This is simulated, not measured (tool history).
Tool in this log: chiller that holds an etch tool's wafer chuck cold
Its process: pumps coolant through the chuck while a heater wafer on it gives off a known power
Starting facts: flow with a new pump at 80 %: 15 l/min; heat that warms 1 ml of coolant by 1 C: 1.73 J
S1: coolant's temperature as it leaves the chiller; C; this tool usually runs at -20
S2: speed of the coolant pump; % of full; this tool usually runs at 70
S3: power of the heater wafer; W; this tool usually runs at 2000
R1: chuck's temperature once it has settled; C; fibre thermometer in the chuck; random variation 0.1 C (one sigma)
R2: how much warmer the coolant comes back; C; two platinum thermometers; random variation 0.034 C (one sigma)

run 1 hour=0 | S1=-20 S2=70 S3=2000 | R1=-3.9 R2=5.33
run 2 hour=118.1 | S1=-20 S2=70 S3=1238 | R1=-9.8 R2=3.25
run 3 hour=227.7 | S1=-20 S2=83 S3=2000 | R1=-4.9 R2=4.49
run 4 hour=324.3 | S1=-20 S2=83 S3=2000 | R1=-5 R2=4.49
run 5 hour=412.9 | S1=-20 S2=83 S3=2000 | R1=-5 R2=4.48
run 6 hour=472.4 | S1=-20 S2=70 S3=2772 | R1=2.9 R2=7.46
run 7 hour=591.4 | S1=-23 S2=70 S3=2000 | R1=-6.4 R2=5.38
run 8 hour=678.1 | S1=-23 S2=70 S3=2000 | R1=-6.5 R2=5.44
run 9 hour=784.5 | S1=-23 S2=70 S3=2000 | R1=-6.2 R2=5.45
run 10 hour=911.8 | S1=-23 S2=70 S3=2000 | R1=-6.5 R2=5.41
run 11 hour=1036.3 | S1=-20 S2=71 S3=2000 | R1=-3.3 R2=5.34
run 12 hour=1126.2 | S1=-10 S2=71 S3=2000 | R1=7 R2=5.35
run 13 hour=1179.2 | S1=-19 S2=74 S3=2000 | R1=-2.7 R2=5.14
run 14 hour=1268.8 | S1=-20 S2=86 S3=2000 | R1=-4.8 R2=4.34
run 15 hour=1352.9 | S1=-20 S2=71 S3=2000 | R1=-3.2 R2=5.39
run 16 hour=1426.1 | S1=-27 S2=71 S3=2000 | R1=-10 R2=5.36
run 17 hour=1531 | S1=-27 S2=71 S3=2000 | R1=-10.1 R2=5.45
run 18 hour=1615.2 | S1=-20 S2=93 S3=2000 | R1=-5.4 R2=4.05
run 19 hour=1738.6 | S1=-20 S2=93 S3=2000 | R1=-5.3 R2=4.1
run 20 hour=1852.4 | S1=-17 S2=87 S3=2777 | R1=4.3 R2=6.02
run 21 hour=1925.9 | S1=-23 S2=67 S3=1561 | R1=-9.1 R2=4.51
run 22 hour=2020.7 | S1=-26 S2=67 S3=1945 | R1=-8.7 R2=5.62
run 23 hour=2117.8 | S1=-19 S2=67 S3=2444 | R1=2.8 R2=7.07

Subtracting, for every run, the result it would have given without the tool's unlogged condition from the measured result gives the following. The same run-to-run variation enters both numbers; the gauge's scatter may not:
The tool's hidden condition here consists of: heat passed by the chuck's channels, % of clean ones'; flow at a given pump speed, % of a new pump's; coolant's true temperature over the reading, C; drift of the gauge itself on chuck_c, C; drift of the gauge itself on warmer_back_c, C.
run=1 R1=+0.2 R2=+0.04
run=2 R1=+0.2 R2=+0.03
run=3 R1=+0.4 R2=+0.05
run=4 R1=+0.4 R2=+0.06
run=5 R1=+0.4 R2=+0.06
run=6 R1=+0.7 R2=+0.11
run=7 R1=+0.5 R2=+0.1
run=8 R1=+0.6 R2=+0.1
run=9 R1=+0.6 R2=+0.11
run=10 R1=+0.8 R2=+0.12
run=11 R1=+0.8 R2=+0.13
run=12 R1=+0.9 R2=+0.14
run=13 R1=+0.9 R2=+0.13
run=14 R1=+0.8 R2=+0.12
run=15 R1=+1 R2=+0.16
run=16 R1=+1.1 R2=+0.16
run=17 R1=+1.1 R2=+0.17
run=18 R1=+1 R2=+0.13
run=19 R1=+1.1 R2=+0.14
run=20 R1=+1.5 R2=+0.23
run=21 R1=+1.1 R2=+0.17
run=22 R1=+1.4 R2=+0.22
run=23 R1=+1.7 R2=+0.29
